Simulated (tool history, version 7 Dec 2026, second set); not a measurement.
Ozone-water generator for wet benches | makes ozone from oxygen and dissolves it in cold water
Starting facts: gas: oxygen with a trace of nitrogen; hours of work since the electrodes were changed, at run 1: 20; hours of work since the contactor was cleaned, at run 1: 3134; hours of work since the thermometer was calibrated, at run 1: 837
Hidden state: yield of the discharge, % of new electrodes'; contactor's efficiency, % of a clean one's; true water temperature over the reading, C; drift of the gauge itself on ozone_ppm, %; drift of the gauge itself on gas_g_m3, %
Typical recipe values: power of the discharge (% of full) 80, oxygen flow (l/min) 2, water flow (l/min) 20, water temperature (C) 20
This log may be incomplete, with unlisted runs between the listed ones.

run	day	power of the discharge (% of full)	oxygen flow (l/min)	water flow (l/min)	water temperature (C)	hours of work since the electrodes were changed	hours of work since the contactor was cleaned	hours of work since the thermometer was calibrated	dissolved ozone (ppm)	ozone in the gas ahead of the water (g/m3)
1	0	80	2	20	20	20	3134	837	12.1	198.9
2	1.1	80	2	20	20	40	3154	857	12.3	196.5
3	2.712	80	2	20	20	71	3185	888	12.2	198
4	4.075	80	2	20	20	96	3210	913	12	199.3
5	5.504	80	2	20	20	123	3237	940	12.2	198.4
6	6.2	80	2	30	20	136	3250	953	8	197.5
7	7.238	80	2	26	20	156	3270	973	9.3	197.6
8	8.696	80	2	26	20	183	3297	1000	9.4	196.1
9	10.008	80	2	22	20	208	3322	1025	11.1	197.3
10	11.062	80	2	22	20	228	3342	1045	11.2	196.6
11	12.396	52	2	20	20	253	3367	1070	9.5	152
12	13.508	72	2	20	20	274	3388	1090	11.5	186.2
13	14.542	93	2.79	30	21	293	3407	1110	9.4	180
14	15.288	44	2.78	17	13	307	3421	1124	11.3	115.9
15	16.692	44	2.78	17	13	333	3447	1150	11.3	116.3
16	17.962	80	2	14	20	357	3471	1174	16.8	196.1
17	19.575	50	2.46	30	20	388	3502	1205	6.6	133.5
18	20.688	50	2.46	30	20	408	3522	1225	6.6	133.4
19	21.888	80	2.49	24	20	431	3545	1248	10.7	173.9
20	23.508	80	2.49	20	22	461	3575	1278	12.7	174
21	24.308	80	1.91	25	22	477	3591	1294	9.6	200.9
22	25.279	80	1.91	25	22	495	3609	1312	9.6	198.5
23	26.333	57	1.24	13	20	515	3629	1332	13.5	206

Consider 3 possible next runs. They are alternatives, not a sequence: every one starts from the tool as it was left by run 23. What does each give?
A	27.542	80	1.6	20	25	537	3651	1354	?	?
B	27.542	57	1.77	13	18	537	3651	1354	?	?
C	27.542	80	2.6	20	13	537	3651	1354	?	?

run	dissolved ozone (ppm)	ozone in the gas ahead of the water (g/m3)
A	11.2	217.6
B	14.4	169.4
C	13.6	169.6
Without the tool's hidden state the same runs would have given:
run	dissolved ozone (ppm)	ozone in the gas ahead of the water (g/m3)
A	11.2	222.3
B	14.4	173
C	13.6	173.2
